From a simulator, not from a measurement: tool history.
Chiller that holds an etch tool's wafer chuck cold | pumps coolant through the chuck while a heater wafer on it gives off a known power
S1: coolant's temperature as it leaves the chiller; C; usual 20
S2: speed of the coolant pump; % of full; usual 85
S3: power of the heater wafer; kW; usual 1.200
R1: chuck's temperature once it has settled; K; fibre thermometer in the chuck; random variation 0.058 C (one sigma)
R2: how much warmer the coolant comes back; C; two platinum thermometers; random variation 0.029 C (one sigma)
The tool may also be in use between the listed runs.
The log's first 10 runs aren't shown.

{"run": 11, "hour": 428.5, "S1": 20, "S2": 85, "S3": 1.2, "R1": 302.29, "R2": 5.36}
{"run": 12, "hour": 471.7, "S1": 20, "S2": 85, "S3": 1.2, "R1": 302.4, "R2": 5.38}
{"run": 13, "hour": 523.6, "S1": 20, "S2": 85, "S3": 1.2, "R1": 302.25, "R2": 5.4}
{"run": 14, "hour": 572.6, "S1": 20, "S2": 85, "S3": 1.2, "R1": 302.3, "R2": 5.39}
{"run": 15, "hour": 627.6, "S1": 20, "S2": 85, "S3": 1.2, "R1": 302.39, "R2": 5.39}
{"run": 16, "hour": 677.9, "S1": 20, "S2": 85, "S3": 1.2, "R1": 302.37, "R2": 5.38}
{"run": 17, "hour": 740.7, "S1": 20, "S2": 85, "S3": 1.2, "R1": 302.2, "R2": 5.35}
{"run": 18, "hour": 784.6, "S1": 20, "S2": 85, "S3": 1.2, "R1": 302.31, "R2": 5.41}
{"run": 19, "hour": 814.6, "S1": 20, "S2": 85, "S3": 1.2, "R1": 302.29, "R2": 5.39}
{"run": 20, "hour": 870.0, "S1": 20, "S2": 99, "S3": 1.2, "R1": 301.13, "R2": 4.61}
{"run": 21, "hour": 916.6, "S1": 17, "S2": 99, "S3": 0.896, "R1": 295.92, "R2": 3.39}
{"run": 22, "hour": 975.2, "S1": 24, "S2": 67, "S3": 1.2, "R1": 308.48, "R2": 7.02}
{"run": 23, "hour": 1004.8, "S1": 15, "S2": 62, "S3": 1.085, "R1": 299.15, "R2": 6.83}
{"run": 24, "hour": 1047.2, "S1": 15, "S2": 99, "S3": 0.688, "R1": 292.42, "R2": 2.6}
{"run": 25, "hour": 1089.8, "S1": 27, "S2": 85, "S3": 0.876, "R1": 306.71, "R2": 3.94}
{"hour": 1101.0, "done": "chiller's thermometer calibrated"}
{"run": 26, "hour": 1151.3, "S1": 28, "S2": 93, "S3": 1.022, "R1": 309.02, "R2": 4.2}
{"run": 27, "hour": 1212.1, "S1": 12, "S2": 80, "S3": 0.797, "R1": 292.17, "R2": 3.82}
{"run": 28, "hour": 1241.4, "S1": 11, "S2": 84, "S3": 1.217, "R1": 294.3, "R2": 5.55}
{"run": 29, "hour": 1296.1, "S1": 23, "S2": 75, "S3": 0.893, "R1": 304.44, "R2": 4.66}
{"run": 30, "hour": 1358.5, "S1": 13, "S2": 93, "S3": 1.699, "R1": 299.25, "R2": 6.89}
{"run": 31, "hour": 1411.9, "S1": 15, "S2": 62, "S3": 0.984, "R1": 298.76, "R2": 6.28}

Forecast each of these 5 alternatives for the next run:
{"run": "A", "hour": 1461.0, "S1": 20, "S2": 61, "S3": 1.338, "R1": "?", "R2": "?"}
{"run": "B", "hour": 1461.0, "S1": 20, "S2": 85, "S3": 0.775, "R1": "?", "R2": "?"}
{"run": "C", "hour": 1461.0, "S1": 20, "S2": 70, "S3": 0.708, "R1": "?", "R2": "?"}
{"run": "D", "hour": 1461.0, "S1": 16, "S2": 64, "S3": 1.2, "R1": "?", "R2": "?"}
{"run": "E", "hour": 1461.0, "S1": 15, "S2": 64, "S3": 0.984, "R1": "?", "R2": "?"}

run=A R1=307.78 R2=8.69
run=B R1=299.61 R2=3.50
run=C R1=300.01 R2=3.96
run=D R1=301.77 R2=7.40
run=E R1=298.54 R2=6.03
Without the tool's hidden state the same runs would have given:
run=A R1=306.66 R2=8.37
run=B R1=299.09 R2=3.36
run=C R1=299.46 R2=3.81
run=D R1=300.80 R2=7.13
run=E R1=297.74 R2=5.81

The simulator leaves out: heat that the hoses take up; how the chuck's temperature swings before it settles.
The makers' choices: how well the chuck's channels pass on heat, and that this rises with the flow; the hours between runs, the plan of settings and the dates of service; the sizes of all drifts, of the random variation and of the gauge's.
